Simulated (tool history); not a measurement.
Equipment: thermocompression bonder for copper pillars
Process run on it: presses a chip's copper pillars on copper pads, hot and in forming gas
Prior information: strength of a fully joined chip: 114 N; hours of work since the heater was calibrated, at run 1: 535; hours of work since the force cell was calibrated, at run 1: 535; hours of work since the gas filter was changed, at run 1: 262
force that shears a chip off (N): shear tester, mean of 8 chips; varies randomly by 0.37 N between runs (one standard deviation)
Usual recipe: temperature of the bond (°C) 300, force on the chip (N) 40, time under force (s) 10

run,hour,temperature of the bond (°C),force on the chip (N),time under force (s),hours of work since the heater was calibrated,hours of work since the force cell was calibrated,hours of work since the gas filter was changed,force that shears a chip off (N)
1,0.0,300,40,10,535,535,262,60.7
2,19.5,300,39,10,548,548,275,59.5
3,37.0,300,48,10,561,561,288,70.4
4,56.5,300,48,10,574,574,301,70.3
5,81.6,300,48,10,592,592,318,69.8
6,119.2,309,48,10,618,618,345,74.9
# hour 139.4: forming gas filter changed
7,154.9,309,48,10,642,642,11,78.4
8,184.3,309,48,10,662,662,31,78.1
9,221.9,309,48,10,689,689,57,77.9
10,248.9,300,42,10,707,707,76,64.5
11,271.1,300,42,10,723,723,91,64.7
12,301.0,300,40,10,744,744,112,61.6
13,334.5,300,31,10,767,767,135,48.6
14,370.0,300,49,10,791,791,160,72.1
15,406.9,300,49,10,817,817,186,72.4
16,445.5,300,49,10,844,844,213,71.6
# hour 454.5: heater calibrated with a thermocouple chip
17,466.8,300,49,10,8,857,226,77.3
# hour 486.6: force cell calibrated
18,486.7,300,49,10,21,0,239,72.9
19,523.2,277,40,10,47,25,264,49.0
20,543.2,277,40,10,61,39,278,49.0
21,580.7,283,36,12,87,65,304,50.0
22,606.4,299,40,18,104,83,322,72.2
23,639.5,281,40,10,127,106,345,50.3
# hour 657.4: forming gas filter changed
24,657.4,273,39,5,139,118,0,35.6
25,695.4,308,42,14,166,145,26,77.7
26,732.4,312,40,16,192,170,52,80.6
27,766.2,312,40,16,215,194,75,79.3
28,786.3,273,40,13,229,208,89,52.5

Forecast run 29:
29,812.5,275,35,15,247,226,108,?

force that shears a chip off (N): 49.5
On a tool with no hidden condition, and with the same random variation, this run would have come out at force that shears a chip off (N) 50.2.

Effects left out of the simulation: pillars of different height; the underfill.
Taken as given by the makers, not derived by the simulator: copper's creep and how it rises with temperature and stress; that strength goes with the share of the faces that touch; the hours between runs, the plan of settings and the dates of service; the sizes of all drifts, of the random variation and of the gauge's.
